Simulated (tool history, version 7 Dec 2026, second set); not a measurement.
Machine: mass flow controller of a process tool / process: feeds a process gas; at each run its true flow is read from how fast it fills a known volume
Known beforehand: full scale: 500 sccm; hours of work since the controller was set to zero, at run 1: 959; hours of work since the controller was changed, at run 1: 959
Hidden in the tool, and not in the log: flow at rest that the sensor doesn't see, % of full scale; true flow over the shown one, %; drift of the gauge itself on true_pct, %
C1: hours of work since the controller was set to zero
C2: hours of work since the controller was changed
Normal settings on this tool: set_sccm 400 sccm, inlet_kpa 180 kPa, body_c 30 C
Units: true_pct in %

Run 1, hour 0: usual settings; C1 959; C2 959. Result: true_pct 99.3 %.
Run 2, hour 187.3: usual settings but set_sccm 72 sccm; C1 1080; C2 1080. Result: true_pct 97.22 %.
Run 3, hour 356.2: usual settings but set_sccm 72 sccm; C1 1190; C2 1190. Result: true_pct 97.29 %.
Run 4, hour 447.1: usual settings but set_sccm 72 sccm; C1 1249; C2 1249. Result: true_pct 97.24 %.
Run 5, hour 604.9: usual settings but set_sccm 72 sccm, body_c 34 C; C1 1351; C2 1351. Result: true_pct 97.19 %.
Run 6, hour 706.5: usual settings but set_sccm 72 sccm, body_c 34 C; C1 1417; C2 1417. Result: true_pct 97.29 %.
Run 7, hour 806.7: usual settings but set_sccm 72 sccm, inlet_kpa 228 kPa, body_c 34 C; C1 1482; C2 1482. Result: true_pct 97.27 %.
Run 8, hour 971.4: usual settings but set_sccm 72 sccm, inlet_kpa 228 kPa, body_c 34 C; C1 1589; C2 1589. Result: true_pct 97.13 %.
Run 9, hour 1060.1: usual settings but set_sccm 72 sccm, inlet_kpa 228 kPa, body_c 34 C; C1 1647; C2 1647. Result: true_pct 97.17 %.
Run 10, hour 1248.5: usual settings but set_sccm 72 sccm, inlet_kpa 228 kPa, body_c 34 C; C1 1769; C2 1769. Result: true_pct 97.08 %.
Run 11, hour 1402.1: usual settings but set_sccm 72 sccm, inlet_kpa 182 kPa, body_c 28 C; C1 1869; C2 1869. Result: true_pct 96.77 %.
Run 12, hour 1569.1: usual settings but set_sccm 233 sccm, inlet_kpa 182 kPa, body_c 28 C; C1 1977; C2 1977. Result: true_pct 98.05 %.
Run 13, hour 1685.4: usual settings but set_sccm 233 sccm, inlet_kpa 182 kPa, body_c 28 C; C1 2053; C2 2053. Result: true_pct 98.01 %.
Run 14, hour 1804.6: usual settings but set_sccm 233 sccm, inlet_kpa 241 kPa, body_c 24 C; C1 2130; C2 2130. Result: true_pct 98.06 %.
Run 15, hour 1961.5: usual settings but set_sccm 393 sccm, body_c 33 C; C1 2232; C2 2232. Result: true_pct 98.99 %.
Run 16, hour 2051.7: usual settings but set_sccm 393 sccm, body_c 33 C; C1 2291; C2 2291. Result: true_pct 99.03 %.
Run 17, hour 2205.1: usual settings but set_sccm 393 sccm, body_c 33 C; C1 2390; C2 2390. Result: true_pct 98.93 %.
Run 18, hour 2296: usual settings but set_sccm 98 sccm, body_c 31 C; C1 2449; C2 2449. Result: true_pct 97.1 %.
Run 19, hour 2460.9: usual settings but set_sccm 192 sccm, inlet_kpa 181 kPa, body_c 23 C; C1 2556; C2 2556. Result: true_pct 97.39 %.
Run 20, hour 2548.2: usual settings but set_sccm 172 sccm, body_c 37 C; C1 2613; C2 2613. Result: true_pct 97.76 %.

A few steps of true_pct between consecutive runs. Split each: what settings, incoming material and random variation would produce without the hidden state, and what is left over for the hidden state, along with gauge scatter present in only one of the two compared results (measured, and without hidden state):
Run 1 -> 2: set_sccm 400 -> 72. true_pct -2.08 %: hidden state -0.4, all else -1.68.
Run 11 -> 12: set_sccm 72 -> 233. true_pct +1.28 %: hidden state +0.45, all else +0.83.
Run 17 -> 18: set_sccm 393 -> 98, body_c 33 -> 31. true_pct -1.83 %: hidden state -0.51, all else -1.32.

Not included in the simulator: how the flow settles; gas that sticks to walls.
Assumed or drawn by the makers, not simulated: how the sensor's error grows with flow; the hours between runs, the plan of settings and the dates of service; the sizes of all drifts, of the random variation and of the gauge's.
